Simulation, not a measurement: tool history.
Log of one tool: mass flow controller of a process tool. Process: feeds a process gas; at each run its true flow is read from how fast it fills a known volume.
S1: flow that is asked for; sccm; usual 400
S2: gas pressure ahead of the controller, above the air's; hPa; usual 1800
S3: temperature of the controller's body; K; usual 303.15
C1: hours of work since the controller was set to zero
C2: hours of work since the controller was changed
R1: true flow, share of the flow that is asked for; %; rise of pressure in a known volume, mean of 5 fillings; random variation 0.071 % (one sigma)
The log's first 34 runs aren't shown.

Run 35, day 421.904: usual settings but S1 109 sccm, S2 2460 hPa, S3 304.15 K; C1 2079; C2 10011. Result: R1 97.97 %.
Run 36, day 431.938: usual settings but S1 216 sccm, S2 1670 hPa, S3 302.15 K; C1 2221; C2 10153. Result: R1 98.89 %.
Run 37, day 444.383: usual settings but S1 215 sccm, S2 2590 hPa, S3 305.15 K; C1 2397; C2 10329. Result: R1 98.55 %.
Run 38, day 454.442: usual settings but S1 154 sccm, S2 1470 hPa, S3 305.15 K; C1 2539; C2 10471. Result: R1 98.85 %.
Run 39, day 463.342: usual settings but S1 224 sccm, S2 2540 hPa, S3 306.15 K; C1 2665; C2 10597. Result: R1 98.67 %.
Run 40, day 481.004: usual settings but S2 2130 hPa; C1 2915; C2 10847. Result: R1 99.69 %.
Run 41, day 498.65: usual settings but S2 2130 hPa; C1 3165; C2 11097. Result: R1 99.64 %.
Run 42, day 509.662: usual settings but S1 105 sccm, S2 2510 hPa, S3 313.15 K; C1 3321; C2 11253. Result: R1 98.36 %.
Run 43, day 527.754: usual settings but S1 71 sccm, S2 1680 hPa; C1 3577; C2 11509. Result: R1 98.24 %.
Run 44, day 541.483: usual settings but S1 71 sccm, S2 1680 hPa; C1 3772; C2 11703. Result: R1 98.3 %.
Run 45, day 557.9: usual settings but S1 162 sccm, S2 1420 hPa, S3 306.15 K; C1 4004; C2 11936. Result: R1 99.04 %.
Run 46, day 569.888: usual settings but S1 112 sccm, S2 2070 hPa, S3 301.15 K; C1 4174; C2 12106. Result: R1 98 %.
Run 47, day 586.483: usual settings but S1 112 sccm, S2 2070 hPa, S3 301.15 K; C1 4409; C2 12341. Result: R1 98.07 %.
Run 48, day 594.217: usual settings but S2 2630 hPa; C1 4518; C2 12450. Result: R1 99.39 %.

4 ways to go on from here, each from the tool as it stands after run 48. What would each give?
Run A, day 604.254: usual settings but S2 2150 hPa; C1 4660; C2 12592. Result: R1 ?.
Run B, day 604.254: usual settings but S2 2630 hPa, S3 300.15 K; C1 4660; C2 12592. Result: R1 ?.
Run C, day 604.254: usual settings but S1 59 sccm, S3 296.15 K; C1 4660; C2 12592. Result: R1 ?.
Run D, day 604.254: usual settings but S1 210 sccm, S2 1400 hPa; C1 4660; C2 12592. Result: R1 ?.

run     R1
  A  99.67
  B   99.2
  C  97.75
  D   99.1
Without the tool's hidden state the same runs would have given:
run     R1
  A  99.66
  B  99.19
  C  97.76
  D  99.09
